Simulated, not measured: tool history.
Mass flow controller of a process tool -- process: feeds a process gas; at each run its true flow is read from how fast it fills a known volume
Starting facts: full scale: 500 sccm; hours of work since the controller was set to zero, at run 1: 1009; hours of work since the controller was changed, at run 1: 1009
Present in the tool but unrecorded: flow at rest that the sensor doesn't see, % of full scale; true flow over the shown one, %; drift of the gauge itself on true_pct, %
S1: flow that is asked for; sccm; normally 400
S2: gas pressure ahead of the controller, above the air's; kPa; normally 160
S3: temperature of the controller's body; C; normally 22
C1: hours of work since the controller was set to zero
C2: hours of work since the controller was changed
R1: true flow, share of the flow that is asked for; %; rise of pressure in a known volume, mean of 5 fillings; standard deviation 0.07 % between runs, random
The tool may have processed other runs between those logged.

run	hour	S1	S2	S3	C1	C2	R1
1	0	400	160	22	1009	1009	99.29
2	44	400	160	22	1038	1038	99.22
3	92.5	400	160	22	1071	1071	99.04
4	140.8	400	160	22	1103	1103	99.14
5	189.5	400	160	29	1136	1136	99.72
6	231.4	400	160	29	1164	1164	99.57
7	278.1	400	160	29	1195	1195	99.49
8	341.8	400	160	35	1238	1238	99.94
9	378.4	400	160	35	1263	1263	99.85
10	412.3	400	160	21	1286	1286	98.6
11	480.5	400	160	21	1331	1331	98.57
12	556	400	160	21	1382	1382	98.58
13	619.9	400	160	24	1425	1425	98.64
14	702.1	400	160	22	1480	1480	98.37
15	774.3	400	248	22	1529	1529	97.86
16	853.1	400	160	37	1582	1582	99.56
17	922.3	400	160	39	1628	1628	99.54
18	965	86	160	22	1657	1657	96.01
19	1017.4	295	166	40	1692	1692	98.83
20	1087.4	246	166	37	1739	1739	98.25
21	1142	77	273	21	1776	1776	95.24
22	1220.2	287	205	32	1828	1828	97.64
23	1291.7	287	205	32	1876	1876	97.58
24	1347.9	183	169	22	1914	1914	96.1
25	1430	183	169	22	1969	1969	96.09
# hour 1479.5: gauge calibrated
26	1483.6	395	237	23	2005	2005	99.12
27	1557.9	262	209	20	2055	2055	98.03
28	1606.9	262	209	20	2088	2088	97.9
29	1662.5	400	187	37	2125	2125	100.24
30	1744.2	400	187	37	2180	2180	100.23
31	1821.7	400	187	37	2232	2232	100.12
32	1872.6	274	217	37	2267	2267	99.09
33	1947.9	274	217	37	2317	2317	99.03
34	1998.3	272	194	22	2351	2351	97.72
35	2079.4	272	194	22	2406	2406	97.5

Measured minus without-hidden-state, run by run (identical run-to-run variation in each term; gauge scatter may differ):
run	R1
1	+0
2	-0.06
3	-0.12
4	-0.19
5	-0.26
6	-0.31
7	-0.38
8	-0.47
9	-0.52
10	-0.56
11	-0.65
12	-0.75
13	-0.84
14	-0.95
15	-1.04
16	-1.16
17	-1.26
18	-1.27
19	-1.38
20	-1.46
21	-1.5
22	-1.64
23	-1.74
24	-1.79
25	-1.9
26	-0.01
27	-0.11
28	-0.17
29	-0.26
30	-0.36
31	-0.47
32	-0.53
33	-0.63
34	-0.69
35	-0.8

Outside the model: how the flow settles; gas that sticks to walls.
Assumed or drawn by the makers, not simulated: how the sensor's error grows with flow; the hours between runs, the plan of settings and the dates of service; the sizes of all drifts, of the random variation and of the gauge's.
